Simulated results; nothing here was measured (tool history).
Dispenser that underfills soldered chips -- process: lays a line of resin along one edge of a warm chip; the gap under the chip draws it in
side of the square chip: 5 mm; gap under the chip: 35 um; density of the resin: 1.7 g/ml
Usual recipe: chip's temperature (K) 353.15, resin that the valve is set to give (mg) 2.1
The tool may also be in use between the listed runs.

run,hour,chip's temperature (K),resin that the valve is set to give (mg),time until the resin shows at the far edge (s),resin that the valve gave (mg)
1,0,353.15,2.1,50.6,2.053
# hour 3.1: new syringe of resin
2,3.8,353.15,2.1,35.2,2.052
3,10.8,353.15,2.09,47.3,2.035
# hour 14.5: new syringe of resin
# hour 15.5: dispensing valve cleaned and set on the balance
4,15.6,353.15,1.83,36.4,1.829
5,20.9,353.15,1.83,43.7,1.833
# hour 26.9: new syringe of resin
6,27.7,353.15,1.83,36.6,1.832
7,34.2,353.15,1.85,48.6,1.839
# hour 38.7: new syringe of resin
8,41,353.15,1.85,39.1,1.835
9,47.2,353.15,1.85,51,1.838
# hour 50.4: new syringe of resin
10,51.6,353.15,1.85,36.6,1.839
11,54.7,353.15,1.85,41.3,1.838
12,59.9,353.15,1.85,53.1,1.832
# hour 62: new syringe of resin
13,67.2,353.15,2.65,41.2,2.624
14,71.9,357.15,1.87,46.2,1.846
# hour 73.7: new syringe of resin
15,78.3,357.15,1.87,37,1.841

Forecast each of these 4 alternatives for the next run:
A,83.7,361.15,1.87,?,?
B,83.7,357.15,2.02,?,?
C,83.7,342.15,2.62,?,?
D,83.7,362.15,2.1,?,?

run,time until the resin shows at the far edge (s),resin that the valve gave (mg)
A,40.5,1.849
B,46.8,1.994
C,80.3,2.581
D,37.3,2.071
Stripped of hidden state, with their random variation kept, the same runs would have yielded:
run,time until the resin shows at the far edge (s),resin that the valve gave (mg)
A,26.2,1.874
B,30.5,2.022
C,52.1,2.617
D,24.2,2.099
